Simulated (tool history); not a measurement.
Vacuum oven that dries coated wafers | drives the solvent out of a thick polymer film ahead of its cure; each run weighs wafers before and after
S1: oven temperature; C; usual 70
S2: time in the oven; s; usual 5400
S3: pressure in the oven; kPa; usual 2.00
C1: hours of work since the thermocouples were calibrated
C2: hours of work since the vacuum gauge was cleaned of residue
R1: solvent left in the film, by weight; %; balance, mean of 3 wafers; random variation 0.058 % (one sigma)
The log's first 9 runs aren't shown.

-- hour=336.3 vacuum gauge cleaned of residue and calibrated
run 10 hour=360.6 | S1=70 S2=5400 S3=1.67 | C1=1247 C2=19 | R1=2.64
run 11 hour=397.9 | S1=70 S2=5400 S3=1.67 | C1=1277 C2=49 | R1=2.58
-- hour=403.2 oven's thermocouples calibrated
run 12 hour=429.9 | S1=70 S2=5400 S3=7.57 | C1=21 C2=73 | R1=8.36
run 13 hour=466.2 | S1=70 S2=5400 S3=2.00 | C1=50 C2=102 | R1=3.29
run 14 hour=510.4 | S1=70 S2=5400 S3=2.00 | C1=85 C2=137 | R1=3.31
run 15 hour=561.1 | S1=70 S2=5400 S3=1.30 | C1=126 C2=177 | R1=2.53
run 16 hour=588.9 | S1=70 S2=3720 S3=1.30 | C1=148 C2=199 | R1=3.89
run 17 hour=634.0 | S1=70 S2=3660 S3=5.70 | C1=184 C2=235 | R1=7.86
run 18 hour=660.5 | S1=70 S2=3660 S3=5.70 | C1=205 C2=256 | R1=7.69
-- hour=679.0 vacuum gauge cleaned of residue and calibrated, once more
run 19 hour=687.9 | S1=83 S2=5400 S3=2.00 | C1=225 C2=7 | R1=1.18
run 20 hour=710.7 | S1=62 S2=6000 S3=2.37 | C1=243 C2=25 | R1=6.05
run 21 hour=754.7 | S1=81 S2=4020 S3=2.37 | C1=278 C2=60 | R1=1.74
run 22 hour=787.5 | S1=84 S2=4440 S3=3.02 | C1=305 C2=86 | R1=1.81
run 23 hour=818.2 | S1=85 S2=4680 S3=1.11 | C1=329 C2=111 | R1=0.63
run 24 hour=859.4 | S1=70 S2=9660 S3=2.00 | C1=362 C2=143 | R1=2.15
run 25 hour=914.9 | S1=70 S2=7320 S3=6.89 | C1=406 C2=188 | R1=7.16
run 26 hour=970.2 | S1=60 S2=7740 S3=2.62 | C1=450 C2=232 | R1=6.24
run 27 hour=1025.2 | S1=71 S2=7740 S3=2.36 | C1=494 C2=275 | R1=2.49
run 28 hour=1059.2 | S1=58 S2=3360 S3=2.36 | C1=521 C2=302 | R1=10.48
run 29 hour=1110.6 | S1=58 S2=3360 S3=2.36 | C1=562 C2=343 | R1=10.78
run 30 hour=1155.3 | S1=58 S2=4920 S3=3.36 | C1=597 C2=379 | R1=10.01
run 31 hour=1186.3 | S1=69 S2=5400 S3=2.35 | C1=622 C2=404 | R1=3.71

3 ways to go on from here, each from the tool as it stands after run 31. What would each give?
run A hour=1227.0 | S1=83 S2=7620 S3=3.90 | C1=654 C2=436 | R1=?
run B hour=1227.0 | S1=69 S2=5400 S3=1.89 | C1=654 C2=436 | R1=?
run C hour=1227.0 | S1=77 S2=3060 S3=1.77 | C1=654 C2=436 | R1=?

run=A R1=2.39
run=B R1=3.14
run=C R1=2.50
Without the tool's hidden state the same runs would have given:
run=A R1=2.35
run=B R1=3.12
run=C R1=2.50
